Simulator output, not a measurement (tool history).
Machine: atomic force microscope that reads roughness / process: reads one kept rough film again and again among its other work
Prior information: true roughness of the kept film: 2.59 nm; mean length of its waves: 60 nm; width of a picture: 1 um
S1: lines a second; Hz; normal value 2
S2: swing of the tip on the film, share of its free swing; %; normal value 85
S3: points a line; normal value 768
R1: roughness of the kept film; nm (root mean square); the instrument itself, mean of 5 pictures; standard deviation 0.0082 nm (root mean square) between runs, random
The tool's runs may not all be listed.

| run | hour | S1 | S2 | S3 | R1 |
|---|---|---|---|---|---|
| 1 | 0 | 2 | 85 | 768 | 1.914 |
| 2 | 11.7 | 2 | 85 | 768 | 1.901 |
| 3 | 20.4 | 2 | 85 | 768 | 1.892 |
| 4 | 32.2 | 2 | 85 | 768 | 1.897 |
| 5 | 42.7 | 3.16 | 85 | 768 | 1.685 |
| 6 | 50.1 | 2 | 75 | 768 | 2.073 |
| 7 | 62 | 2 | 75 | 398 | 2.056 |
|  | 65.5 | new tip fitted |
| 8 | 72.9 | 2 | 74 | 768 | 2.161 |
| 9 | 83.8 | 2 | 74 | 768 | 2.167 |
| 10 | 93 | 2 | 74 | 768 | 2.173 |
| 11 | 100.1 | 2 | 85 | 768 | 1.958 |
| 12 | 110.6 | 2 | 85 | 768 | 1.953 |
| 13 | 115.4 | 2.91 | 85 | 768 | 1.776 |
| 14 | 125.5 | 2.91 | 85 | 768 | 1.775 |
| 15 | 133.3 | 2 | 66 | 488 | 2.255 |
| 16 | 141.4 | 2 | 59 | 636 | 2.336 |
| 17 | 146.6 | 2 | 59 | 636 | 2.329 |
| 18 | 154.2 | 2 | 59 | 636 | 2.324 |
| 19 | 162.7 | 2 | 59 | 636 | 2.327 |

What does the tool deliver on the next run?
| 20 | 169.1 | 1.21 | 86 | 827 | ? |

For run 20 the tool returned R1 2.104 nm (root mean square).
The same run, on a tool lacking any hidden state, would have yielded R1 2.135 nm (root mean square).
